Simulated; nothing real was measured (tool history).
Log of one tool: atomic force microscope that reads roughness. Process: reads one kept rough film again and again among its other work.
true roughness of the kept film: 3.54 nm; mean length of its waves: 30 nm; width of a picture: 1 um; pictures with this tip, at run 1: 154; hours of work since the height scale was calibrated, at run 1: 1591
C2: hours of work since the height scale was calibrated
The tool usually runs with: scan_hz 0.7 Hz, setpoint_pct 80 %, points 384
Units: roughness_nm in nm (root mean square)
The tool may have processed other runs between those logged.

{"run": 1, "hour": 0.0, "scan_hz": 0.7, "setpoint_pct": 80, "points": 384, "pictures with this tip": 154, "C2": 1591, "roughness_nm": 2.804}
{"hour": 52.6, "done": "new tip fitted"}
{"run": 2, "hour": 80.1, "scan_hz": 0.7, "setpoint_pct": 90, "points": 384, "pictures with this tip": 36, "C2": 1642, "roughness_nm": 2.913}
{"run": 3, "hour": 138.6, "scan_hz": 0.7, "setpoint_pct": 90, "points": 384, "pictures with this tip": 115, "C2": 1679, "roughness_nm": 2.791}
{"run": 4, "hour": 174.5, "scan_hz": 0.7, "setpoint_pct": 90, "points": 384, "pictures with this tip": 163, "C2": 1703, "roughness_nm": 2.703}
{"hour": 221.1, "done": "new tip fitted"}
{"run": 5, "hour": 250.3, "scan_hz": 0.7, "setpoint_pct": 80, "points": 384, "pictures with this tip": 39, "C2": 1751, "roughness_nm": 2.985}
{"hour": 258.6, "done": "height scale calibrated on a step standard"}
{"run": 6, "hour": 333.9, "scan_hz": 0.7, "setpoint_pct": 80, "points": 384, "pictures with this tip": 150, "C2": 48, "roughness_nm": 2.802}
{"hour": 388.9, "done": "new tip fitted"}
{"run": 7, "hour": 406.4, "scan_hz": 0.7, "setpoint_pct": 80, "points": 384, "pictures with this tip": 24, "C2": 95, "roughness_nm": 3}
{"run": 8, "hour": 468.0, "scan_hz": 0.524, "setpoint_pct": 80, "points": 384, "pictures with this tip": 107, "C2": 134, "roughness_nm": 2.864}
{"run": 9, "hour": 502.3, "scan_hz": 0.7, "setpoint_pct": 74, "points": 384, "pictures with this tip": 153, "C2": 157, "roughness_nm": 2.797}
{"run": 10, "hour": 543.8, "scan_hz": 0.7, "setpoint_pct": 74, "points": 384, "pictures with this tip": 209, "C2": 183, "roughness_nm": 2.746}
{"hour": 556.3, "done": "new tip fitted"}
{"run": 11, "hour": 600.5, "scan_hz": 0.622, "setpoint_pct": 76, "points": 384, "pictures with this tip": 59, "C2": 219, "roughness_nm": 2.96}
{"run": 12, "hour": 672.3, "scan_hz": 0.919, "setpoint_pct": 76, "points": 276, "pictures with this tip": 155, "C2": 266, "roughness_nm": 2.741}
{"hour": 726.8, "done": "new tip fitted"}
{"hour": 733.0, "done": "height scale calibrated on a step standard, once more"}
{"run": 13, "hour": 733.0, "scan_hz": 0.835, "setpoint_pct": 58, "points": 722, "pictures with this tip": 7, "C2": 0, "roughness_nm": 3.127}
{"run": 14, "hour": 809.7, "scan_hz": 3.391, "setpoint_pct": 84, "points": 862, "pictures with this tip": 110, "C2": 49, "roughness_nm": 2.584}
{"run": 15, "hour": 850.4, "scan_hz": 0.891, "setpoint_pct": 71, "points": 334, "pictures with this tip": 165, "C2": 76, "roughness_nm": 2.804}
{"hour": 894.4, "done": "new tip fitted"}
{"run": 16, "hour": 894.4, "scan_hz": 0.7, "setpoint_pct": 62, "points": 384, "pictures with this tip": 0, "C2": 104, "roughness_nm": 3.136}

What does the tool deliver on the next run?
{"run": 17, "hour": 968.5, "scan_hz": 0.7, "setpoint_pct": 62, "points": 384, "pictures with this tip": 99, "C2": 151, "roughness_nm": "?"}

roughness_nm: 2.986 nm (root mean square)
With no hidden state in the tool, this same run would have given roughness_nm 3.169 nm (root mean square).
